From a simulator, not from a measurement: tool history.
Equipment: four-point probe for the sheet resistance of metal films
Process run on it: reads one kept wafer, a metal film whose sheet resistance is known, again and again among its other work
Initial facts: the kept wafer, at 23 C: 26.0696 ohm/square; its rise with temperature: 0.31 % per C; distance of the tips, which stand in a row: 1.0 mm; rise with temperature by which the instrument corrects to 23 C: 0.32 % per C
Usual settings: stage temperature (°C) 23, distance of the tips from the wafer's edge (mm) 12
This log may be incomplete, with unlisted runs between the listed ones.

| run | hour | stage temperature (°C) | distance of the tips from the wafer's edge (mm) | sheet resistance as the instrument gives it (ohm/square) |
|---|---|---|---|---|
| 1 | 0 | 23 | 12 | 26.16259 |
| 2 | 112.9 | 23 | 5 | 26.610936 |
| 3 | 198.5 | 23 | 12 | 26.159346 |
| 4 | 249.7 | 23 | 12 | 26.158765 |
| 5 | 301.1 | 23 | 4 | 26.912196 |
| 6 | 364.3 | 20 | 20 | 26.110283 |
| 7 | 478.7 | 32 | 7 | 26.33193 |
| 8 | 550.3 | 27 | 6 | 26.439779 |
| 9 | 646.2 | 21 | 4 | 26.930095 |
| 10 | 714.9 | 21 | 4 | 26.919204 |

5 ways to go on from here, each from the tool as it stands after run 10. What would each give?
| A | 778.7 | 34 | 19 | ? |
| B | 778.7 | 24 | 14 | ? |
| C | 778.7 | 30 | 19 | ? |
| D | 778.7 | 22 | 8 | ? |
| E | 778.7 | 31 | 38 | ? |

| run | sheet resistance as the instrument gives it (ohm/square) |
|---|---|
| A | 26.079786 |
| B | 26.136189 |
| C | 26.099586 |
| D | 26.279505 |
| E | 26.05399 |
The same runs, with their run-to-run variation unchanged, on a tool lacking any hidden condition would have given:
| run | sheet resistance as the instrument gives it (ohm/square) |
|---|---|
| A | 26.082499 |
| B | 26.138905 |
| C | 26.1023 |
| D | 26.282235 |
| E | 26.056699 |
